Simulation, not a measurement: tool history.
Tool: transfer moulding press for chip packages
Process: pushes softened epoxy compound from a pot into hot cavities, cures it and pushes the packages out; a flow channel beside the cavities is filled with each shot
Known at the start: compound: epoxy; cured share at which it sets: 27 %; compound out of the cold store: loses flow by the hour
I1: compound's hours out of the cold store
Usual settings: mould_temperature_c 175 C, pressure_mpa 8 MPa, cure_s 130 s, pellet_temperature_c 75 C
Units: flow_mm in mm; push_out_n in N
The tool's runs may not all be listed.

Run 1, hour 0: usual settings; I1 39.4. Result: flow_mm 929 mm, push_out_n 196 N.
Run 2, hour 64.7: usual settings; I1 13.3. Result: flow_mm 1014 mm, push_out_n 191 N.
Run 3, hour 105.9: usual settings; I1 18.5. Result: flow_mm 991 mm, push_out_n 195 N.
Run 4, hour 177.4: usual settings; I1 32.7. Result: flow_mm 939 mm, push_out_n 206 N.
Run 5, hour 216.6: usual settings but mould_temperature_c 167 C; I1 20.8. Result: flow_mm 1002 mm, push_out_n 291 N.
Run 6, hour 289.2: usual settings but mould_temperature_c 167 C; I1 15.9. Result: flow_mm 999 mm, push_out_n 297 N.
Run 7, hour 355.1: usual settings but mould_temperature_c 167 C; I1 14. Result: flow_mm 1025 mm, push_out_n 308 N.
Run 8, hour 414.4: usual settings but pellet_temperature_c 71 C; I1 31.2. Result: flow_mm 958 mm, push_out_n 201 N.
Run 9, hour 480.2: usual settings but pellet_temperature_c 71 C; I1 31.3. Result: flow_mm 955 mm, push_out_n 186 N.
Run 10, hour 555.9: usual settings but pellet_temperature_c 71 C; I1 36.4. Result: flow_mm 919 mm, push_out_n 188 N.
Run 11, hour 597.5: usual settings but pellet_temperature_c 71 C; I1 28.5. Result: flow_mm 959 mm, push_out_n 194 N.
Run 12, hour 683.8: usual settings but pressure_mpa 6.33 MPa; I1 17.2. Result: flow_mm 875 mm, push_out_n 183 N.
Run 13, hour 777.8: usual settings but pressure_mpa 6.33 MPa; I1 8.1. Result: flow_mm 918 mm, push_out_n 199 N.
Run 14, hour 827.8: usual settings but mould_temperature_c 183 C, pressure_mpa 6.35 MPa, cure_s 161 s, pellet_temperature_c 72 C; I1 15.2. Result: flow_mm 890 mm, push_out_n 168 N.
Run 15, hour 887.1: usual settings but mould_temperature_c 183 C, pressure_mpa 6.35 MPa, cure_s 161 s, pellet_temperature_c 72 C; I1 42.4. Result: flow_mm 776 mm, push_out_n 161 N.
Run 16, hour 982.5: usual settings but pressure_mpa 9.13 MPa, pellet_temperature_c 67 C; I1 29.9. Result: flow_mm 1005 mm, push_out_n 189 N.
Run 17, hour 1059.5: usual settings but cure_s 152 s, pellet_temperature_c 69 C; I1 19.4. Result: flow_mm 987 mm, push_out_n 178 N.
Run 18, hour 1101.2: usual settings but cure_s 152 s, pellet_temperature_c 69 C; I1 27.6. Result: flow_mm 938 mm, push_out_n 174 N.
Run 19, hour 1165.5: usual settings but mould_temperature_c 178 C, pressure_mpa 6.11 MPa, cure_s 167 s; I1 17.4. Result: flow_mm 866 mm, push_out_n 167 N.
Run 20, hour 1214.9: usual settings but mould_temperature_c 178 C, pressure_mpa 6.64 MPa, cure_s 120 s; I1 22.6. Result: flow_mm 890 mm, push_out_n 181 N.
Run 21, hour 1296.6: usual settings but mould_temperature_c 178 C, pressure_mpa 8.65 MPa, pellet_temperature_c 85 C; I1 22.5. Result: flow_mm 1003 mm, push_out_n 180 N.
Run 22, hour 1382.9: usual settings but mould_temperature_c 181 C, pressure_mpa 7.71 MPa, cure_s 114 s, pellet_temperature_c 73 C; I1 41.7. Result: flow_mm 878 mm, push_out_n 185 N.
Run 23, hour 1431.9: usual settings but mould_temperature_c 183 C, pressure_mpa 7.71 MPa, cure_s 132 s, pellet_temperature_c 73 C; I1 47.6. Result: flow_mm 856 mm, push_out_n 167 N.
Run 24, hour 1503.6: usual settings but cure_s 129 s; I1 13.8. Result: flow_mm 1007 mm, push_out_n 198 N.
Run 25, hour 1561.3: usual settings but mould_temperature_c 179 C, pressure_mpa 6.47 MPa, cure_s 145 s, pellet_temperature_c 72 C; I1 27.9. Result: flow_mm 850 mm, push_out_n 163 N.

Not shown: 22 entries that the log had between the listed runs. Between which runs, and how does the tool's hidden state differ before and after?
Between runs 2 and 3: cavities cleaned with cleaning compound and waxed (hour 73)
  pressure that reaches the compound, % of what is set: 99.89 -> 99.87; grip of the stained cavities, % over clean ones': 0.5 -> 0.3
Between runs 3 and 4: cavities cleaned with cleaning compound and waxed (hour 152.3)
  pressure that reaches the compound, % of what is set: 99.87 -> 99.85
Between runs 5 and 6: cavities cleaned with cleaning compound and waxed (hour 234)
  pressure that reaches the compound, % of what is set: 99.84 -> 99.82; grip of the stained cavities, % over clean ones': 0.5 -> 0.4
Between runs 6 and 7: cavities cleaned with cleaning compound and waxed (hour 310.6)
  pressure that reaches the compound, % of what is set: 99.82 -> 99.8
Between runs 7 and 8: plunger's sealing rings changed (hour 362.7); cavities cleaned with cleaning compound and waxed (hour 389.7)
  pressure that reaches the compound, % of what is set: 99.8 -> 99.98; grip of the stained cavities, % over clean ones': 0.4 -> 0.2
Between runs 8 and 9: cavities cleaned with cleaning compound and waxed (hour 471.2)
  pressure that reaches the compound, % of what is set: 99.98 -> 99.96; grip of the stained cavities, % over clean ones': 0.2 -> 0.1
Between runs 9 and 10: cavities cleaned with cleaning compound and waxed (hour 550.6)
  true mould temperature over the reading, C: -0.02 -> -0.03; pressure that reaches the compound, % of what is set: 99.96 -> 99.94
Between runs 10 and 11: mould's thermocouples calibrated (hour 584.3)
  true mould temperature over the reading, C: -0.03 -> 0; pressure that reaches the compound, % of what is set: 99.94 -> 99.92; grip of the stained cavities, % over clean ones': 0.1 -> 0.4
Between runs 11 and 12: cavities cleaned with cleaning compound and waxed (hour 629.1)
  pressure that reaches the compound, % of what is set: 99.92 -> 99.9; grip of the stained cavities, % over clean ones': 0.4 -> 0.5
Between runs 12 and 13: cavities cleaned with cleaning compound and waxed (hour 706.5)
  pressure that reaches the compound, % of what is set: 99.9 -> 99.87
Between runs 13 and 14: cavities cleaned with cleaning compound and waxed (hour 784.2)
  pressure that reaches the compound, % of what is set: 99.87 -> 99.85; grip of the stained cavities, % over clean ones': 0.5 -> 0.4
Between runs 14 and 15: cavities cleaned with cleaning compound and waxed (hour 865.6)
  pressure that reaches the compound, % of what is set: 99.85 -> 99.83; grip of the stained cavities, % over clean ones': 0.4 -> 0.2
Between runs 15 and 16: cavities cleaned with cleaning compound and waxed (hour 944.3)
  pressure that reaches the compound, % of what is set: 99.83 -> 99.8; grip of the stained cavities, % over clean ones': 0.2 -> 0.4
Between runs 16 and 17: plunger's sealing rings changed (hour 1016.3); cavities cleaned with cleaning compound and waxed (hour 1023.6)
  true mould temperature over the reading, C: 0 -> -0.01; pressure that reaches the compound, % of what is set: 99.8 -> 99.98; grip of the stained cavities, % over clean ones': 0.4 -> 0.3
Between runs 17 and 18: cavities cleaned with cleaning compound and waxed (hour 1101.2)
  pressure that reaches the compound, % of what is set: 99.98 -> 99.97; grip of the stained cavities, % over clean ones': 0.3 -> 0
Between runs 19 and 20: cavities cleaned with cleaning compound and waxed (hour 1180.5)
  pressure that reaches the compound, % of what is set: 99.95 -> 99.93; grip of the stained cavities, % over clean ones': 0.5 -> 0.3
Between runs 20 and 21: cavities cleaned with cleaning compound and waxed (hour 1264.1)
  pressure that reaches the compound, % of what is set: 99.93 -> 99.91
Between runs 21 and 22: cavities cleaned with cleaning compound and waxed (hour 1344.4)
  pressure that reaches the compound, % of what is set: 99.91 -> 99.88
Between runs 22 and 23: cavities cleaned with cleaning compound and waxed (hour 1420.2)
  pressure that reaches the compound, % of what is set: 99.88 -> 99.87; grip of the stained cavities, % over clean ones': 0.3 -> 0.2
Between runs 23 and 24: cavities cleaned with cleaning compound and waxed (hour 1496.8)
  pressure that reaches the compound, % of what is set: 99.87 -> 99.84; grip of the stained cavities, % over clean ones': 0.2 -> 0.1
